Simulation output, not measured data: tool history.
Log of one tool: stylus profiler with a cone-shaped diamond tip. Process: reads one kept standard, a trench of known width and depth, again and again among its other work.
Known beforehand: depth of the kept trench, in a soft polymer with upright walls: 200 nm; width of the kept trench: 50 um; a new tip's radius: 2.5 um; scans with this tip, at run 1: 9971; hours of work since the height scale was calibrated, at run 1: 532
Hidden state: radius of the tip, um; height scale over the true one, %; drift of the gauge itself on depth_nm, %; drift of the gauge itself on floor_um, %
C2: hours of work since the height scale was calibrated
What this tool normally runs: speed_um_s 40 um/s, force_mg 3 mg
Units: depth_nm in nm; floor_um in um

{"run": 1, "hour": 0.0, "speed_um_s": 40, "force_mg": 3, "scans with this tip": 9971, "C2": 532, "depth_nm": 203.29, "floor_um": 47.98}
{"run": 2, "hour": 92.0, "speed_um_s": 40, "force_mg": 3, "scans with this tip": 10402, "C2": 601, "depth_nm": 203.51, "floor_um": 47.91}
{"run": 3, "hour": 171.0, "speed_um_s": 40, "force_mg": 3, "scans with this tip": 10773, "C2": 661, "depth_nm": 203.18, "floor_um": 47.9}
{"run": 4, "hour": 274.2, "speed_um_s": 40, "force_mg": 3, "scans with this tip": 11257, "C2": 739, "depth_nm": 203.49, "floor_um": 47.99}
{"run": 5, "hour": 413.0, "speed_um_s": 40, "force_mg": 1.05, "scans with this tip": 11908, "C2": 844, "depth_nm": 201.76, "floor_um": 47.86}
{"run": 6, "hour": 541.4, "speed_um_s": 40, "force_mg": 1.07, "scans with this tip": 12511, "C2": 942, "depth_nm": 201.61, "floor_um": 47.85}
{"run": 7, "hour": 638.2, "speed_um_s": 40, "force_mg": 1.07, "scans with this tip": 12965, "C2": 1015, "depth_nm": 201.5, "floor_um": 47.83}
{"hour": 648.3, "done": "height scale calibrated on a step standard"}
{"run": 8, "hour": 752.8, "speed_um_s": 40, "force_mg": 1.27, "scans with this tip": 13500, "C2": 79, "depth_nm": 202.03, "floor_um": 47.89}
{"run": 9, "hour": 812.0, "speed_um_s": 34, "force_mg": 3, "scans with this tip": 13778, "C2": 124, "depth_nm": 203.46, "floor_um": 47.96}
{"run": 10, "hour": 903.4, "speed_um_s": 34, "force_mg": 3, "scans with this tip": 14207, "C2": 193, "depth_nm": 203.3, "floor_um": 47.92}
{"run": 11, "hour": 976.2, "speed_um_s": 34, "force_mg": 3, "scans with this tip": 14548, "C2": 248, "depth_nm": 203.1, "floor_um": 47.92}
{"run": 12, "hour": 1075.4, "speed_um_s": 61, "force_mg": 3, "scans with this tip": 15014, "C2": 323, "depth_nm": 203.23, "floor_um": 47.9}
{"run": 13, "hour": 1200.8, "speed_um_s": 61, "force_mg": 3, "scans with this tip": 15602, "C2": 418, "depth_nm": 203.31, "floor_um": 47.84}
{"run": 14, "hour": 1316.4, "speed_um_s": 61, "force_mg": 3, "scans with this tip": 16144, "C2": 506, "depth_nm": 203.59, "floor_um": 47.84}
{"run": 15, "hour": 1459.9, "speed_um_s": 61, "force_mg": 2.41, "scans with this tip": 16817, "C2": 614, "depth_nm": 202.89, "floor_um": 47.84}
{"run": 16, "hour": 1529.7, "speed_um_s": 40, "force_mg": 3, "scans with this tip": 17145, "C2": 667, "depth_nm": 203.4, "floor_um": 47.94}
{"run": 17, "hour": 1631.7, "speed_um_s": 40, "force_mg": 3, "scans with this tip": 17624, "C2": 745, "depth_nm": 203.27, "floor_um": 47.97}
{"run": 18, "hour": 1701.6, "speed_um_s": 40, "force_mg": 3, "scans with this tip": 17952, "C2": 797, "depth_nm": 203.27, "floor_um": 47.93}
{"run": 19, "hour": 1782.9, "speed_um_s": 40, "force_mg": 3, "scans with this tip": 18333, "C2": 859, "depth_nm": 203.32, "floor_um": 47.88}
{"run": 20, "hour": 1863.0, "speed_um_s": 40, "force_mg": 3, "scans with this tip": 18709, "C2": 920, "depth_nm": 203.18, "floor_um": 47.95}
{"run": 21, "hour": 1980.0, "speed_um_s": 40, "force_mg": 3, "scans with this tip": 19258, "C2": 1008, "depth_nm": 203.45, "floor_um": 47.92}
{"hour": 1991.7, "done": "height scale calibrated on a step standard"}
{"run": 22, "hour": 2061.0, "speed_um_s": 40, "force_mg": 5.47, "scans with this tip": 19635, "C2": 52, "depth_nm": 204.81, "floor_um": 47.92}
{"hour": 2090.9, "done": "new tip fitted, height scale calibrated"}
{"run": 23, "hour": 2144.4, "speed_um_s": 40, "force_mg": 5.47, "scans with this tip": 251, "C2": 40, "depth_nm": 205.03, "floor_um": 47.96}
{"run": 24, "hour": 2230.8, "speed_um_s": 40, "force_mg": 5.47, "scans with this tip": 657, "C2": 106, "depth_nm": 204.97, "floor_um": 47.96}
{"run": 25, "hour": 2356.9, "speed_um_s": 24, "force_mg": 1.71, "scans with this tip": 1248, "C2": 201, "depth_nm": 202.49, "floor_um": 47.94}
{"run": 26, "hour": 2499.8, "speed_um_s": 24, "force_mg": 1.71, "scans with this tip": 1919, "C2": 310, "depth_nm": 202.23, "floor_um": 47.9}
{"run": 27, "hour": 2618.9, "speed_um_s": 40, "force_mg": 3.71, "scans with this tip": 2477, "C2": 400, "depth_nm": 203.62, "floor_um": 47.96}
{"run": 28, "hour": 2711.9, "speed_um_s": 103, "force_mg": 1.3, "scans with this tip": 2914, "C2": 470, "depth_nm": 201.86, "floor_um": 47.6}
{"run": 29, "hour": 2782.7, "speed_um_s": 54, "force_mg": 1.01, "scans with this tip": 3246, "C2": 524, "depth_nm": 201.57, "floor_um": 47.79}
{"run": 30, "hour": 2883.9, "speed_um_s": 54, "force_mg": 7.16, "scans with this tip": 3720, "C2": 600, "depth_nm": 205.88, "floor_um": 47.9}
{"run": 31, "hour": 2986.8, "speed_um_s": 54, "force_mg": 7.16, "scans with this tip": 4203, "C2": 678, "depth_nm": 206.03, "floor_um": 47.98}
{"run": 32, "hour": 3083.2, "speed_um_s": 27, "force_mg": 2.72, "scans with this tip": 4656, "C2": 751, "depth_nm": 203.27, "floor_um": 47.9}
{"run": 33, "hour": 3191.5, "speed_um_s": 27, "force_mg": 6.34, "scans with this tip": 5164, "C2": 833, "depth_nm": 205.53, "floor_um": 48}
{"run": 34, "hour": 3325.3, "speed_um_s": 27, "force_mg": 6.34, "scans with this tip": 5791, "C2": 934, "depth_nm": 205.41, "floor_um": 48.01}
{"hour": 3441.3, "done": "height scale calibrated on a step standard"}
{"run": 35, "hour": 3450.3, "speed_um_s": 27, "force_mg": 6.34, "scans with this tip": 6375, "C2": 7, "depth_nm": 205.44, "floor_um": 47.98}
{"run": 36, "hour": 3521.9, "speed_um_s": 40, "force_mg": 3.48, "scans with this tip": 6711, "C2": 61, "depth_nm": 203.74, "floor_um": 47.88}
{"run": 37, "hour": 3619.8, "speed_um_s": 12, "force_mg": 2.36, "scans with this tip": 7171, "C2": 135, "depth_nm": 202.86, "floor_um": 47.98}
{"run": 38, "hour": 3752.9, "speed_um_s": 37, "force_mg": 4.07, "scans with this tip": 7795, "C2": 236, "depth_nm": 204.16, "floor_um": 47.87}
{"run": 39, "hour": 3847.7, "speed_um_s": 37, "force_mg": 2.02, "scans with this tip": 8240, "C2": 308, "depth_nm": 202.61, "floor_um": 47.91}
{"run": 40, "hour": 3965.3, "speed_um_s": 25, "force_mg": 6.01, "scans with this tip": 8792, "C2": 397, "depth_nm": 205.43, "floor_um": 48.01}
{"run": 41, "hour": 4104.1, "speed_um_s": 16, "force_mg": 2.1, "scans with this tip": 9443, "C2": 502, "depth_nm": 202.52, "floor_um": 48.01}
{"run": 42, "hour": 4229.9, "speed_um_s": 14, "force_mg": 6.89, "scans with this tip": 10033, "C2": 597, "depth_nm": 205.84, "floor_um": 48}
{"run": 43, "hour": 4315.2, "speed_um_s": 46, "force_mg": 1.3, "scans with this tip": 10433, "C2": 662, "depth_nm": 201.94, "floor_um": 47.85}
{"run": 44, "hour": 4448.8, "speed_um_s": 46, "force_mg": 1.3, "scans with this tip": 11060, "C2": 763, "depth_nm": 201.81, "floor_um": 47.86}

Hidden state at the last listed run before each entry between runs and at the first one after, where it differs:
After run 7, before run 8: height scale calibrated on a step standard (hour 648.3)
  height scale over the true one, %: -0.003 -> 0
After run 21, before run 22: height scale calibrated on a step standard (hour 1991.7)
  height scale over the true one, %: -0.003 -> 0
After run 22, before run 23: new tip fitted, height scale calibrated (hour 2090.9)
  radius of the tip, um: 2.53 -> 2.5
After run 34, before run 35: height scale calibrated on a step standard (hour 3441.3)
  height scale over the true one, %: -0.003 -> 0
